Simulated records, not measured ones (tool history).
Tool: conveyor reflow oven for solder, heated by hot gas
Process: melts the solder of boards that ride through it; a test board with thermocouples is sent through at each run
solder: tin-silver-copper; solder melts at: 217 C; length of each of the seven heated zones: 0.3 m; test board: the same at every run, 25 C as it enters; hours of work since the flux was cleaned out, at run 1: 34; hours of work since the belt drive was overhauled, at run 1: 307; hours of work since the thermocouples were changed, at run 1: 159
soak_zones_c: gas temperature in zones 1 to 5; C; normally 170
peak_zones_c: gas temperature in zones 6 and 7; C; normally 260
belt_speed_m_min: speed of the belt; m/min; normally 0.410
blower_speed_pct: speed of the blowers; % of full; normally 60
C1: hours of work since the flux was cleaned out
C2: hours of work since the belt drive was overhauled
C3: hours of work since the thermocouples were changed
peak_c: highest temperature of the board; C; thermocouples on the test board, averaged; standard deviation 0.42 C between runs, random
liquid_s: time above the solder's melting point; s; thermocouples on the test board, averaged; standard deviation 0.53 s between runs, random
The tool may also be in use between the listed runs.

{"run": 1, "hour": 0.0, "soak_zones_c": 170, "peak_zones_c": 260, "belt_speed_m_min": 0.41, "blower_speed_pct": 60, "C1": 34, "C2": 307, "C3": 159, "peak_c": 244.7, "liquid_s": 57.8}
{"run": 2, "hour": 30.4, "soak_zones_c": 170, "peak_zones_c": 260, "belt_speed_m_min": 0.41, "blower_speed_pct": 60, "C1": 54, "C2": 327, "C3": 179, "peak_c": 245.2, "liquid_s": 56.3}
{"run": 3, "hour": 53.1, "soak_zones_c": 170, "peak_zones_c": 260, "belt_speed_m_min": 0.41, "blower_speed_pct": 60, "C1": 68, "C2": 342, "C3": 194, "peak_c": 245.0, "liquid_s": 57.3}
{"run": 4, "hour": 87.6, "soak_zones_c": 170, "peak_zones_c": 260, "belt_speed_m_min": 0.41, "blower_speed_pct": 60, "C1": 91, "C2": 365, "C3": 216, "peak_c": 243.6, "liquid_s": 57.7}
{"run": 5, "hour": 118.5, "soak_zones_c": 170, "peak_zones_c": 260, "belt_speed_m_min": 0.41, "blower_speed_pct": 60, "C1": 111, "C2": 385, "C3": 237, "peak_c": 244.0, "liquid_s": 57.4}
{"run": 6, "hour": 150.0, "soak_zones_c": 170, "peak_zones_c": 260, "belt_speed_m_min": 0.41, "blower_speed_pct": 60, "C1": 132, "C2": 406, "C3": 257, "peak_c": 243.3, "liquid_s": 57.3}
{"run": 7, "hour": 184.1, "soak_zones_c": 170, "peak_zones_c": 260, "belt_speed_m_min": 0.41, "blower_speed_pct": 60, "C1": 154, "C2": 428, "C3": 280, "peak_c": 243.2, "liquid_s": 56.9}
{"run": 8, "hour": 207.1, "soak_zones_c": 170, "peak_zones_c": 260, "belt_speed_m_min": 0.41, "blower_speed_pct": 60, "C1": 170, "C2": 443, "C3": 295, "peak_c": 243.2, "liquid_s": 55.7}
{"run": 9, "hour": 240.1, "soak_zones_c": 170, "peak_zones_c": 260, "belt_speed_m_min": 0.41, "blower_speed_pct": 60, "C1": 191, "C2": 465, "C3": 316, "peak_c": 243.3, "liquid_s": 56.9}
{"run": 10, "hour": 275.2, "soak_zones_c": 170, "peak_zones_c": 260, "belt_speed_m_min": 0.41, "blower_speed_pct": 60, "C1": 214, "C2": 488, "C3": 340, "peak_c": 243.8, "liquid_s": 56.0}
{"hour": 314.6, "done": "flux residue cleaned out of gas plates and filters"}
{"run": 11, "hour": 321.9, "soak_zones_c": 170, "peak_zones_c": 260, "belt_speed_m_min": 0.41, "blower_speed_pct": 60, "C1": 5, "C2": 515, "C3": 367, "peak_c": 244.1, "liquid_s": 57.6}
{"run": 12, "hour": 348.7, "soak_zones_c": 170, "peak_zones_c": 260, "belt_speed_m_min": 0.41, "blower_speed_pct": 60, "C1": 22, "C2": 533, "C3": 385, "peak_c": 244.4, "liquid_s": 57.8}
{"run": 13, "hour": 391.9, "soak_zones_c": 170, "peak_zones_c": 260, "belt_speed_m_min": 0.41, "blower_speed_pct": 60, "C1": 51, "C2": 561, "C3": 413, "peak_c": 243.8, "liquid_s": 58.0}
{"run": 14, "hour": 433.0, "soak_zones_c": 170, "peak_zones_c": 260, "belt_speed_m_min": 0.41, "blower_speed_pct": 60, "C1": 78, "C2": 588, "C3": 440, "peak_c": 243.7, "liquid_s": 57.0}
{"run": 15, "hour": 459.1, "soak_zones_c": 170, "peak_zones_c": 260, "belt_speed_m_min": 0.41, "blower_speed_pct": 60, "C1": 95, "C2": 605, "C3": 457, "peak_c": 244.4, "liquid_s": 57.1}
{"run": 16, "hour": 496.3, "soak_zones_c": 170, "peak_zones_c": 260, "belt_speed_m_min": 0.41, "blower_speed_pct": 60, "C1": 119, "C2": 630, "C3": 481, "peak_c": 243.9, "liquid_s": 56.1}
{"run": 17, "hour": 532.3, "soak_zones_c": 170, "peak_zones_c": 260, "belt_speed_m_min": 0.41, "blower_speed_pct": 60, "C1": 143, "C2": 654, "C3": 505, "peak_c": 243.4, "liquid_s": 56.3}
{"run": 18, "hour": 555.3, "soak_zones_c": 170, "peak_zones_c": 260, "belt_speed_m_min": 0.41, "blower_speed_pct": 60, "C1": 158, "C2": 669, "C3": 520, "peak_c": 243.4, "liquid_s": 55.7}
{"run": 19, "hour": 589.8, "soak_zones_c": 177, "peak_zones_c": 270, "belt_speed_m_min": 0.41, "blower_speed_pct": 72, "C1": 181, "C2": 691, "C3": 543, "peak_c": 255.8, "liquid_s": 71.6}
{"run": 20, "hour": 632.1, "soak_zones_c": 170, "peak_zones_c": 254, "belt_speed_m_min": 0.41, "blower_speed_pct": 60, "C1": 208, "C2": 719, "C3": 571, "peak_c": 237.7, "liquid_s": 49.4}
{"run": 21, "hour": 655.7, "soak_zones_c": 170, "peak_zones_c": 254, "belt_speed_m_min": 0.41, "blower_speed_pct": 60, "C1": 224, "C2": 735, "C3": 586, "peak_c": 237.4, "liquid_s": 49.3}
{"hour": 678.2, "done": "flux residue cleaned out of gas plates and filters"}
{"run": 22, "hour": 704.3, "soak_zones_c": 162, "peak_zones_c": 254, "belt_speed_m_min": 0.41, "blower_speed_pct": 60, "C1": 17, "C2": 763, "C3": 615, "peak_c": 237.9, "liquid_s": 47.5}
{"run": 23, "hour": 742.2, "soak_zones_c": 170, "peak_zones_c": 267, "belt_speed_m_min": 0.442, "blower_speed_pct": 64, "C1": 42, "C2": 788, "C3": 640, "peak_c": 248.3, "liquid_s": 57.4}
{"run": 24, "hour": 763.8, "soak_zones_c": 184, "peak_zones_c": 274, "belt_speed_m_min": 0.361, "blower_speed_pct": 77, "C1": 56, "C2": 802, "C3": 654, "peak_c": 265.2, "liquid_s": 91.4}
{"run": 25, "hour": 794.0, "soak_zones_c": 184, "peak_zones_c": 274, "belt_speed_m_min": 0.362, "blower_speed_pct": 61, "C1": 76, "C2": 822, "C3": 674, "peak_c": 262.1, "liquid_s": 90.2}
{"run": 26, "hour": 826.2, "soak_zones_c": 184, "peak_zones_c": 274, "belt_speed_m_min": 0.362, "blower_speed_pct": 61, "C1": 97, "C2": 843, "C3": 695, "peak_c": 262.5, "liquid_s": 89.0}
{"run": 27, "hour": 855.7, "soak_zones_c": 166, "peak_zones_c": 249, "belt_speed_m_min": 0.41, "blower_speed_pct": 60, "C1": 117, "C2": 863, "C3": 714, "peak_c": 233.1, "liquid_s": 41.2}
{"run": 28, "hour": 882.7, "soak_zones_c": 158, "peak_zones_c": 254, "belt_speed_m_min": 0.41, "blower_speed_pct": 60, "C1": 134, "C2": 880, "C3": 732, "peak_c": 235.0, "liquid_s": 43.1}
{"run": 29, "hour": 913.0, "soak_zones_c": 181, "peak_zones_c": 260, "belt_speed_m_min": 0.41, "blower_speed_pct": 66, "C1": 154, "C2": 900, "C3": 752, "peak_c": 246.5, "liquid_s": 66.2}
{"run": 30, "hour": 939.2, "soak_zones_c": 181, "peak_zones_c": 260, "belt_speed_m_min": 0.41, "blower_speed_pct": 66, "C1": 171, "C2": 917, "C3": 769, "peak_c": 246.5, "liquid_s": 65.5}

Below are 4 alternative next runs, each starting from the tool's condition after run 30. Predict each:
{"run": "A", "hour": 962.5, "soak_zones_c": 181, "peak_zones_c": 260, "belt_speed_m_min": 0.41, "blower_speed_pct": 56, "C1": 187, "C2": 933, "C3": 784, "peak_c": "?", "liquid_s": "?"}
{"run": "B", "hour": 962.5, "soak_zones_c": 172, "peak_zones_c": 260, "belt_speed_m_min": 0.465, "blower_speed_pct": 66, "C1": 187, "C2": 933, "C3": 784, "peak_c": "?", "liquid_s": "?"}
{"run": "C", "hour": 962.5, "soak_zones_c": 181, "peak_zones_c": 261, "belt_speed_m_min": 0.41, "blower_speed_pct": 66, "C1": 187, "C2": 933, "C3": 784, "peak_c": "?", "liquid_s": "?"}
{"run": "D", "hour": 962.5, "soak_zones_c": 181, "peak_zones_c": 260, "belt_speed_m_min": 0.445, "blower_speed_pct": 66, "C1": 187, "C2": 933, "C3": 784, "peak_c": "?", "liquid_s": "?"}

run=A peak_c=243.9 liquid_s=62.0
run=B peak_c=241.4 liquid_s=46.4
run=C peak_c=247.1 liquid_s=66.9
run=D peak_c=244.6 liquid_s=56.2
What these runs would have given with no unlogged condition in the tool:
run=A peak_c=245.9 liquid_s=63.3
run=B peak_c=243.8 liquid_s=48.3
run=C peak_c=249.3 liquid_s=67.9
run=D peak_c=246.9 liquid_s=57.5
